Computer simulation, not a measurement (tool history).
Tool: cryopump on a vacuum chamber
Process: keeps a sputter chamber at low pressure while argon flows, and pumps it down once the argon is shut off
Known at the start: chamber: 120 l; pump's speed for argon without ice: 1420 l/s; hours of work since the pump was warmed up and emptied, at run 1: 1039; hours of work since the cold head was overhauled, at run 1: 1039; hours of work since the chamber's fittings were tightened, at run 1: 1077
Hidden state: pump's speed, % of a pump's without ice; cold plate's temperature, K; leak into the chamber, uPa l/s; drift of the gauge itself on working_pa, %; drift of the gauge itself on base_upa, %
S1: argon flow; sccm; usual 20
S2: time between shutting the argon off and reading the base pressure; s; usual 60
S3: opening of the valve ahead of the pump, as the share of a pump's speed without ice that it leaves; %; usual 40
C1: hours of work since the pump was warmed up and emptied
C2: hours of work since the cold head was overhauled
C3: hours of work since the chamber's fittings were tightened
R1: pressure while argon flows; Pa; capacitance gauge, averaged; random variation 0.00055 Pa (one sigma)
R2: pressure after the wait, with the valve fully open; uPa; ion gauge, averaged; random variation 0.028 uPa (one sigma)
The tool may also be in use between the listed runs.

{"run": 1, "day": 0.0, "S1": 20, "S2": 60, "S3": 40, "C1": 1039, "C2": 1039, "C3": 1077, "R1": 0.072, "R2": 4.44}
{"run": 2, "day": 0.567, "S1": 20, "S2": 60, "S3": 40, "C1": 1051, "C2": 1051, "C3": 1089, "R1": 0.0717, "R2": 4.44}
{"run": 3, "day": 1.679, "S1": 24, "S2": 60, "S3": 40, "C1": 1075, "C2": 1075, "C3": 1112, "R1": 0.0872, "R2": 4.69}
{"run": 4, "day": 2.617, "S1": 24, "S2": 60, "S3": 40, "C1": 1095, "C2": 1095, "C3": 1132, "R1": 0.0854, "R2": 4.77}
{"run": 5, "day": 3.467, "S1": 20, "S2": 95, "S3": 40, "C1": 1113, "C2": 1113, "C3": 1150, "R1": 0.0719, "R2": 4.4}
{"run": 6, "day": 4.025, "S1": 20, "S2": 95, "S3": 40, "C1": 1125, "C2": 1125, "C3": 1162, "R1": 0.0722, "R2": 4.62}
{"day": 4.325, "done": "pump warmed up, emptied and cooled again"}
{"run": 7, "day": 5.342, "S1": 20, "S2": 60, "S3": 52, "C1": 22, "C2": 1148, "C3": 1186, "R1": 0.0456, "R2": 3.64}
{"day": 6.596, "done": "leaking fittings of the chamber tightened, without venting"}
{"run": 8, "day": 6.596, "S1": 20, "S2": 60, "S3": 52, "C1": 46, "C2": 1173, "C3": 0, "R1": 0.0458, "R2": 1.35}
{"run": 9, "day": 7.804, "S1": 20, "S2": 60, "S3": 40, "C1": 72, "C2": 1199, "C3": 26, "R1": 0.0604, "R2": 1.42}
{"run": 10, "day": 8.996, "S1": 20, "S2": 60, "S3": 40, "C1": 97, "C2": 1224, "C3": 51, "R1": 0.0603, "R2": 1.52}
{"run": 11, "day": 10.046, "S1": 20, "S2": 60, "S3": 40, "C1": 120, "C2": 1246, "C3": 73, "R1": 0.0609, "R2": 1.49}
{"run": 12, "day": 11.217, "S1": 20, "S2": 60, "S3": 40, "C1": 144, "C2": 1271, "C3": 98, "R1": 0.0613, "R2": 1.59}
{"run": 13, "day": 11.788, "S1": 20, "S2": 60, "S3": 40, "C1": 157, "C2": 1283, "C3": 110, "R1": 0.0612, "R2": 1.63}
{"run": 14, "day": 12.95, "S1": 20, "S2": 60, "S3": 40, "C1": 181, "C2": 1308, "C3": 135, "R1": 0.0614, "R2": 1.6}
{"run": 15, "day": 13.871, "S1": 20, "S2": 60, "S3": 40, "C1": 201, "C2": 1327, "C3": 154, "R1": 0.0612, "R2": 1.7}
{"run": 16, "day": 14.762, "S1": 20, "S2": 60, "S3": 40, "C1": 220, "C2": 1346, "C3": 173, "R1": 0.0617, "R2": 1.76}
{"run": 17, "day": 15.317, "S1": 8, "S2": 60, "S3": 40, "C1": 231, "C2": 1358, "C3": 185, "R1": 0.0252, "R2": 1.76}
{"run": 18, "day": 16.062, "S1": 17, "S2": 150, "S3": 40, "C1": 247, "C2": 1374, "C3": 201, "R1": 0.0519, "R2": 1.12}
{"run": 19, "day": 17.238, "S1": 17, "S2": 150, "S3": 40, "C1": 272, "C2": 1399, "C3": 226, "R1": 0.0534, "R2": 1.25}
{"run": 20, "day": 18.046, "S1": 18, "S2": 24, "S3": 40, "C1": 289, "C2": 1416, "C3": 243, "R1": 0.0563, "R2": 3.64}
{"run": 21, "day": 18.817, "S1": 11, "S2": 24, "S3": 30, "C1": 306, "C2": 1432, "C3": 259, "R1": 0.0452, "R2": 3.57}
{"run": 22, "day": 19.658, "S1": 11, "S2": 24, "S3": 30, "C1": 324, "C2": 1450, "C3": 277, "R1": 0.0442, "R2": 3.64}
{"run": 23, "day": 20.192, "S1": 14, "S2": 60, "S3": 52, "C1": 335, "C2": 1461, "C3": 289, "R1": 0.0345, "R2": 2.15}
{"run": 24, "day": 20.712, "S1": 14, "S2": 60, "S3": 52, "C1": 346, "C2": 1472, "C3": 300, "R1": 0.0337, "R2": 2.07}
{"run": 25, "day": 21.325, "S1": 39, "S2": 134, "S3": 45, "C1": 359, "C2": 1485, "C3": 313, "R1": 0.1099, "R2": 1.47}
{"run": 26, "day": 21.917, "S1": 8, "S2": 72, "S3": 39, "C1": 372, "C2": 1498, "C3": 325, "R1": 0.0258, "R2": 2.01}
{"run": 27, "day": 22.933, "S1": 20, "S2": 52, "S3": 37, "C1": 393, "C2": 1520, "C3": 347, "R1": 0.0679, "R2": 2.35}
{"run": 28, "day": 23.708, "S1": 20, "S2": 52, "S3": 37, "C1": 410, "C2": 1536, "C3": 363, "R1": 0.0672, "R2": 2.42}
{"run": 29, "day": 24.871, "S1": 17, "S2": 36, "S3": 44, "C1": 434, "C2": 1561, "C3": 388, "R1": 0.0499, "R2": 3.03}
{"run": 30, "day": 25.458, "S1": 17, "S2": 225, "S3": 15, "C1": 447, "C2": 1573, "C3": 400, "R1": 0.1377, "R2": 1.56}
{"run": 31, "day": 26.267, "S1": 31, "S2": 60, "S3": 40, "C1": 464, "C2": 1590, "C3": 417, "R1": 0.0989, "R2": 2.35}
{"run": 32, "day": 26.779, "S1": 31, "S2": 60, "S3": 40, "C1": 475, "C2": 1601, "C3": 428, "R1": 0.0988, "R2": 2.45}
{"run": 33, "day": 27.788, "S1": 31, "S2": 60, "S3": 40, "C1": 496, "C2": 1623, "C3": 450, "R1": 0.0987, "R2": 2.4}
{"run": 34, "day": 28.583, "S1": 20, "S2": 232, "S3": 40, "C1": 513, "C2": 1640, "C3": 467, "R1": 0.065, "R2": 1.67}

Hidden state or all else? Some run-to-run changes of R1, split into what the settings, what came in and random variation would give without the hidden state, and what is left for the hidden state (with any gauge scatter that isn't in both results):
Run 6 -> 7: S2 95 -> 60, S3 40 -> 52, pump warmed up, emptied and cooled again. R1 -0.0266 Pa: hidden state -0.0123, all else -0.0143.
Run 24 -> 25: S1 14 -> 39, S2 60 -> 134, S3 52 -> 45. R1 +0.0762 Pa: hidden state +0.0043, all else +0.0719.
Run 25 -> 26: S1 39 -> 8, S2 134 -> 72, S3 45 -> 39. R1 -0.0841 Pa: hidden state -0.0051, all else -0.079.
Run 29 -> 30: S2 36 -> 225, S3 44 -> 15. R1 +0.0878 Pa: hidden state +0.0001, all else +0.0877.
